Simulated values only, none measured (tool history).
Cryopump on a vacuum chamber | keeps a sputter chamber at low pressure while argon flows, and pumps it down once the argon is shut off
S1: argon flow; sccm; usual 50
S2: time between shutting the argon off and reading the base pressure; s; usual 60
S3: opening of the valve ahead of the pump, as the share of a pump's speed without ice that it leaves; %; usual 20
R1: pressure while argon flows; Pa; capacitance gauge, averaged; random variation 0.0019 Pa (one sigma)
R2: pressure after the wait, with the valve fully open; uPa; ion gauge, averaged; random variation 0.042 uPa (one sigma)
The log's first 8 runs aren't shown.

Run 9, hour 479.6: usual settings but S1 47 sccm. Result: R1 0.4699 Pa, R2 6.56 uPa.
At hour 530.0: pump warmed up, emptied and cooled again.
Run 10, hour 557.3: usual settings but S1 47 sccm. Result: R1 0.4373 Pa, R2 5.30 uPa.
Run 11, hour 597.3: usual settings but S3 21 %. Result: R1 0.4431 Pa, R2 5.50 uPa.
Run 12, hour 668.1: usual settings but S3 21 %. Result: R1 0.4404 Pa, R2 5.38 uPa.
Run 13, hour 702.6: usual settings but S3 21 %. Result: R1 0.4454 Pa, R2 5.31 uPa.
Run 14, hour 773.0: usual settings but S1 84 sccm. Result: R1 0.7785 Pa, R2 5.61 uPa.
Run 15, hour 822.9: usual settings. Result: R1 0.4667 Pa, R2 5.65 uPa.
Run 16, hour 857.2: usual settings. Result: R1 0.4685 Pa, R2 5.68 uPa.
Run 17, hour 901.2: usual settings but S2 170 s. Result: R1 0.4700 Pa, R2 4.34 uPa.
Run 18, hour 951.9: usual settings but S2 170 s. Result: R1 0.4694 Pa, R2 4.40 uPa.
Run 19, hour 992.6: usual settings but S3 24 %. Result: R1 0.3933 Pa, R2 5.81 uPa.
Run 20, hour 1033.3: usual settings but S1 58 sccm, S3 24 %. Result: R1 0.4610 Pa, R2 5.82 uPa.
Run 21, hour 1079.8: usual settings but S1 58 sccm, S3 24 %. Result: R1 0.4602 Pa, R2 6.01 uPa.
Run 22, hour 1136.8: usual settings but S2 132 s. Result: R1 0.4736 Pa, R2 4.87 uPa.
Run 23, hour 1198.8: usual settings but S1 57 sccm, S2 45 s, S3 24 %. Result: R1 0.4540 Pa, R2 6.76 uPa.
Run 24, hour 1248.3: usual settings but S1 57 sccm, S2 45 s, S3 24 %. Result: R1 0.4524 Pa, R2 6.76 uPa.
Run 25, hour 1304.3: usual settings but S1 84 sccm, S2 295 s. Result: R1 0.8028 Pa, R2 4.61 uPa.
Run 26, hour 1365.4: usual settings but S1 28 sccm, S2 88 s, S3 17 %. Result: R1 0.3124 Pa, R2 5.72 uPa.
Run 27, hour 1422.1: usual settings but S1 65 sccm, S2 45 s, S3 50 %. Result: R1 0.2636 Pa, R2 7.36 uPa.
Run 28, hour 1476.4: usual settings but S1 64 sccm, S2 206 s, S3 26 %. Result: R1 0.4759 Pa, R2 4.92 uPa.
Run 29, hour 1521.1: usual settings but S1 64 sccm, S2 206 s, S3 26 %. Result: R1 0.4820 Pa, R2 4.95 uPa.
At hour 1561.5: leaking fittings of the chamber tightened, without venting.
Run 30, hour 1591.4: usual settings but S1 57 sccm, S2 88 s, S3 54 %. Result: R1 0.2216 Pa, R2 1.92 uPa.
Run 31, hour 1622.1: usual settings but S1 57 sccm, S2 88 s, S3 54 %. Result: R1 0.2198 Pa, R2 1.93 uPa.
Run 32, hour 1667.3: usual settings but S1 57 sccm, S2 88 s, S3 54 %. Result: R1 0.2203 Pa, R2 1.95 uPa.
Run 33, hour 1730.5: usual settings but S1 57 sccm, S2 88 s, S3 54 %. Result: R1 0.2233 Pa, R2 2.00 uPa.

Forecast each of these 3 alternatives for the next run:
Run A, hour 1785.6: usual settings but S1 71 sccm, S2 27 s, S3 16 %. Result: R1 ?, R2 ?.
Run B, hour 1785.6: usual settings but S1 62 sccm. Result: R1 ?, R2 ?.
Run C, hour 1785.6: usual settings but S2 96 s, S3 51 %. Result: R1 ?, R2 ?.

run      R1    R2
  A  0.8558  5.21
  B  0.6053  2.76
  C  0.2071  1.95
Without the tool's hidden state the same runs would have given:
run      R1    R2
  A  0.8176  4.96
  B  0.5720  2.50
  C  0.1803  1.70
